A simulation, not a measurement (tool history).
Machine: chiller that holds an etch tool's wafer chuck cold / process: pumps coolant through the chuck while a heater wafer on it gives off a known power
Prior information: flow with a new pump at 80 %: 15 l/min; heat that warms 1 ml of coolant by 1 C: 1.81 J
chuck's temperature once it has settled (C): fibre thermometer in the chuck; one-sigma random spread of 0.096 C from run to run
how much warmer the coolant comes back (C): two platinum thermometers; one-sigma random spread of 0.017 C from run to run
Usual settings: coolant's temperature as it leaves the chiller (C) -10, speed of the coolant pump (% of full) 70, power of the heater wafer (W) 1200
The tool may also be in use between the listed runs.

run   hour  coolant's temperature as it leaves the chiller (C)  speed of the coolant pump (% of full)  power of the heater wafer (W)  chuck's temperature once it has settled (C)  how much warmer the coolant comes back (C)
  1    0.0                                                 -10                                     70                           1200                                        -1.46                                        3.14
  2   56.3                                                 -10                                     70                           1200                                        -1.66                                        3.14
  3  128.5                                                 -10                                     70                           1200                                        -1.65                                        3.14
  4  165.5                                                 -10                                     70                           1200                                        -1.73                                        3.17
  5  232.0                                                 -10                                     70                           1200                                        -1.43                                        3.14
  6  272.3                                                 -10                                     70                           1129                                        -2.01                                        3.00
     278.0  -- chiller's thermometer calibrated
  7  335.8                                                 -18                                     74                            675                                       -13.24                                        1.66
  8  387.1                                                  -7                                     70                           1478                                         3.47                                        3.89
  9  427.8                                                 -10                                     78                           1200                                        -2.22                                        2.80
 10  468.3                                                 -10                                     78                           1200                                        -2.13                                        2.82
 11  518.3                                                 -10                                     68                           1200                                        -1.19                                        3.28
     528.3  -- chiller's thermometer calibrated, once more
 12  576.3                                                 -10                                     68                           1200                                        -1.22                                        3.29

Pick out some run-to-run changes in chuck's temperature once it has settled (C). Of each, how much would a tool without hidden state show as well, from the settings, what came in and chance, and how much is left for the hidden state and any gauge scatter not in both results compared?
Hidden state at play: heat passed by the chuck's channels, % of clean ones'; flow at a given pump speed, % of a new pump's; coolant's true temperature over the reading, C; drift of the gauge itself on chuck_c, C; drift of the gauge itself on warmer_back_c, C.
Run 7 -> 8: coolant's temperature as it leaves the chiller (C) -18 -> -7, speed of the coolant pump (% of full) 74 -> 70, power of the heater wafer (W) 675 -> 1478. chuck's temperature once it has settled (C) +16.71: hidden state +0.48, all else +16.23.
